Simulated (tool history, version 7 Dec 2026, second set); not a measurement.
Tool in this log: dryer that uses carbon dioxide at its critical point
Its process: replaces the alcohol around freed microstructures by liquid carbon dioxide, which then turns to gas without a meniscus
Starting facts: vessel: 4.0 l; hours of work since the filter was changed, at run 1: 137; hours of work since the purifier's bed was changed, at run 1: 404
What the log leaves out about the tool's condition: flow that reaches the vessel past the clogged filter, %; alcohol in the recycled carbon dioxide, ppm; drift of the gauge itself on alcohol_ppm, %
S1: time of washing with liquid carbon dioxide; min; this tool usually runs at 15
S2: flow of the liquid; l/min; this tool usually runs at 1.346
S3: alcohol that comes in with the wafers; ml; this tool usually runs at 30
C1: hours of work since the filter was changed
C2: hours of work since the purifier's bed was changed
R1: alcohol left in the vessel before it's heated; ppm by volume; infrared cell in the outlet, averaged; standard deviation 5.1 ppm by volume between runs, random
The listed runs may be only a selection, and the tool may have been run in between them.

run 1 day=0.000 | S1=15 S2=1.346 S3=30 | C1=137 C2=404 | R1=181
run 2 day=0.954 | S1=15 S2=1.346 S3=30 | C1=148 C2=416 | R1=189
run 3 day=1.721 | S1=15 S2=1.346 S3=30 | C1=158 C2=425 | R1=182
run 4 day=2.588 | S1=15 S2=1.346 S3=30 | C1=169 C2=436 | R1=191
run 5 day=3.212 | S1=15 S2=1.346 S3=30 | C1=177 C2=444 | R1=197
run 6 day=3.825 | S1=15 S2=1.346 S3=30 | C1=184 C2=451 | R1=206
run 7 day=4.638 | S1=11 S2=1.346 S3=30 | C1=194 C2=461 | R1=361
run 8 day=5.392 | S1=15 S2=1.640 S3=30 | C1=204 C2=471 | R1=156
run 9 day=6.246 | S1=15 S2=1.346 S3=30 | C1=214 C2=481 | R1=211
run 10 day=7.025 | S1=15 S2=0.910 S3=30 | C1=224 C2=491 | R1=433
run 11 day=7.971 | S1=15 S2=0.910 S3=30 | C1=236 C2=503 | R1=453
run 12 day=8.838 | S1=15 S2=0.910 S3=30 | C1=247 C2=514 | R1=450
run 13 day=9.858 | S1=15 S2=0.910 S3=30 | C1=259 C2=526 | R1=459
run 14 day=10.483 | S1=10 S2=2.260 S3=66 | C1=267 C2=534 | R1=257
run 15 day=11.442 | S1=10 S2=1.110 S3=66 | C1=279 C2=546 | R1=1452
run 16 day=12.025 | S1=15 S2=1.410 S3=119 | C1=286 C2=553 | R1=395
run 17 day=13.146 | S1=15 S2=1.220 S3=90 | C1=300 C2=567 | R1=504
run 18 day=14.012 | S1=17 S2=1.346 S3=30 | C1=311 C2=578 | R1=195
run 19 day=14.758 | S1=20 S2=1.346 S3=46 | C1=320 C2=587 | R1=193
run 20 day=15.683 | S1=10 S2=1.260 S3=22 | C1=332 C2=599 | R1=471
run 21 day=16.483 | S1=19 S2=1.920 S3=31 | C1=342 C2=609 | R1=167
run 22 day=17.521 | S1=19 S2=1.920 S3=31 | C1=355 C2=622 | R1=162
run 23 day=18.042 | S1=17 S2=1.810 S3=117 | C1=361 C2=628 | R1=203
run 24 day=18.575 | S1=12 S2=2.140 S3=21 | C1=368 C2=635 | R1=194

Here are 5 independent what-if runs from the current tool condition. What would each one return?
run A day=19.354 | S1=9 S2=1.030 S3=45 | C1=377 C2=644 | R1=?
run B day=19.354 | S1=19 S2=1.440 S3=27 | C1=377 C2=644 | R1=?
run C day=19.354 | S1=19 S2=2.180 S3=21 | C1=377 C2=644 | R1=?
run D day=19.354 | S1=9 S2=2.230 S3=36 | C1=377 C2=644 | R1=?
run E day=19.354 | S1=10 S2=1.050 S3=71 | C1=377 C2=644 | R1=?

run=A R1=1561
run=B R1=191
run=C R1=169
run=D R1=274
run=E R1=1789
With the hidden condition removed and each run's random variation left untouched, the same runs would have given:
run=A R1=1207
run=B R1=19
run=C R1=0
run=D R1=80
run=E R1=1385
